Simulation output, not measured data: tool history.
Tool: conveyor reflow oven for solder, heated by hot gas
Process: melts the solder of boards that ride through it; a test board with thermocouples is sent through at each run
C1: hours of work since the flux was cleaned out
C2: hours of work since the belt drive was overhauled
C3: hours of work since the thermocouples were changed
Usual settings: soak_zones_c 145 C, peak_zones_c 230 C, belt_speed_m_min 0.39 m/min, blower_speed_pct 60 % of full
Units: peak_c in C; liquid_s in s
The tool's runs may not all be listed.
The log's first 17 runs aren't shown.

Run 18, hour 452.2: usual settings but soak_zones_c 131 C, belt_speed_m_min 0.425 m/min, blower_speed_pct 56 % of full; C1 60; C2 309; C3 414. Result: peak_c 205.8 C, liquid_s 63 s.
Run 19, hour 471.6: usual settings but soak_zones_c 156 C, blower_speed_pct 77 % of full; C1 73; C2 322; C3 427. Result: peak_c 218.8 C, liquid_s 107.5 s.
Run 20, hour 503.3: usual settings but soak_zones_c 156 C, blower_speed_pct 77 % of full; C1 95; C2 343; C3 448. Result: peak_c 218.2 C, liquid_s 106.6 s.
Run 21, hour 525: usual settings but soak_zones_c 156 C, blower_speed_pct 77 % of full; C1 110; C2 358; C3 463. Result: peak_c 217.6 C, liquid_s 107.2 s.
Run 22, hour 545.8: usual settings but soak_zones_c 156 C, blower_speed_pct 77 % of full; C1 124; C2 372; C3 477. Result: peak_c 217.7 C, liquid_s 107.1 s.
Run 23, hour 577: usual settings but soak_zones_c 156 C, blower_speed_pct 77 % of full; C1 145; C2 393; C3 498. Result: peak_c 218 C, liquid_s 107.1 s.
Run 24, hour 598.1: usual settings but soak_zones_c 149 C, belt_speed_m_min 0.337 m/min, blower_speed_pct 77 % of full; C1 159; C2 408; C3 513. Result: peak_c 219.4 C, liquid_s 123 s.
Run 25, hour 630.8: usual settings but soak_zones_c 149 C, belt_speed_m_min 0.337 m/min, blower_speed_pct 77 % of full; C1 181; C2 430; C3 535. Result: peak_c 219.6 C, liquid_s 122.8 s.

Forecast run 26:
Run 26, hour 664: usual settings but soak_zones_c 149 C, belt_speed_m_min 0.337 m/min, blower_speed_pct 77 % of full; C1 204; C2 452; C3 557. Result: peak_c ?, liquid_s ?.

Run 26 gave peak_c 219.8 C, liquid_s 121.8 s.
Without the tool's hidden state the same run would have given peak_c 222.9 C, liquid_s 124.2 s.
